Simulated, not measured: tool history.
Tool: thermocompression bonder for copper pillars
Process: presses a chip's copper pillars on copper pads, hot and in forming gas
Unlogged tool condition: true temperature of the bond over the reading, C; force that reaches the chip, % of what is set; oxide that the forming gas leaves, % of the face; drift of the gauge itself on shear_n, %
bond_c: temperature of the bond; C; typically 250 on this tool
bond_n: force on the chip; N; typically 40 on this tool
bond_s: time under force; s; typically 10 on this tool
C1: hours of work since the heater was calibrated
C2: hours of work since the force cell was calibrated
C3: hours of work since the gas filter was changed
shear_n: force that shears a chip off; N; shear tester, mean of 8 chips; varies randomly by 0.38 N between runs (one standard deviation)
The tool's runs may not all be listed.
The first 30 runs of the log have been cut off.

{"run": 31, "hour": 1187.3, "bond_c": 250, "bond_n": 40, "bond_s": 5, "C1": 233, "C2": 536, "C3": 169, "shear_n": 28.8}
{"run": 32, "hour": 1228.1, "bond_c": 250, "bond_n": 40, "bond_s": 5, "C1": 256, "C2": 559, "C3": 191, "shear_n": 28.8}
{"run": 33, "hour": 1265.2, "bond_c": 268, "bond_n": 50, "bond_s": 10, "C1": 276, "C2": 580, "C3": 212, "shear_n": 56.2}
{"run": 34, "hour": 1318.3, "bond_c": 268, "bond_n": 50, "bond_s": 10, "C1": 306, "C2": 609, "C3": 242, "shear_n": 56.2}
{"run": 35, "hour": 1343.1, "bond_c": 268, "bond_n": 50, "bond_s": 10, "C1": 320, "C2": 623, "C3": 256, "shear_n": 56.3}
{"run": 36, "hour": 1395.7, "bond_c": 225, "bond_n": 40, "bond_s": 13, "C1": 349, "C2": 652, "C3": 285, "shear_n": 28.5}
{"run": 37, "hour": 1449.1, "bond_c": 225, "bond_n": 40, "bond_s": 13, "C1": 379, "C2": 682, "C3": 315, "shear_n": 29.3}
{"run": 38, "hour": 1498.2, "bond_c": 250, "bond_n": 49, "bond_s": 6, "C1": 406, "C2": 709, "C3": 342, "shear_n": 37.6}
{"run": 39, "hour": 1550.6, "bond_c": 250, "bond_n": 32, "bond_s": 16, "C1": 435, "C2": 739, "C3": 371, "shear_n": 35.0}

Each row is a separate what-if for the run after 39, all from the same tool condition, not one after another. Results?
{"run": "A", "hour": 1590.1, "bond_c": 249, "bond_n": 58, "bond_s": 24, "C1": 457, "C2": 761, "C3": 393, "shear_n": "?"}
{"run": "B", "hour": 1590.1, "bond_c": 272, "bond_n": 30, "bond_s": 16, "C1": 457, "C2": 761, "C3": 393, "shear_n": "?"}
{"run": "C", "hour": 1590.1, "bond_c": 250, "bond_n": 56, "bond_s": 16, "C1": 457, "C2": 761, "C3": 393, "shear_n": "?"}
{"run": "D", "hour": 1590.1, "bond_c": 250, "bond_n": 37, "bond_s": 23, "C1": 457, "C2": 761, "C3": 393, "shear_n": "?"}
{"run": "E", "hour": 1590.1, "bond_c": 263, "bond_n": 40, "bond_s": 6, "C1": 457, "C2": 761, "C3": 393, "shear_n": "?"}

run=A shear_n=64.8
run=B shear_n=42.6
run=C shear_n=58.4
run=D shear_n=45.4
run=E shear_n=35.6
Without the tool's unlogged condition, the same runs would have read:
run=A shear_n=67.3
run=B shear_n=42.8
run=C shear_n=59.9
run=D shear_n=45.7
run=E shear_n=35.5
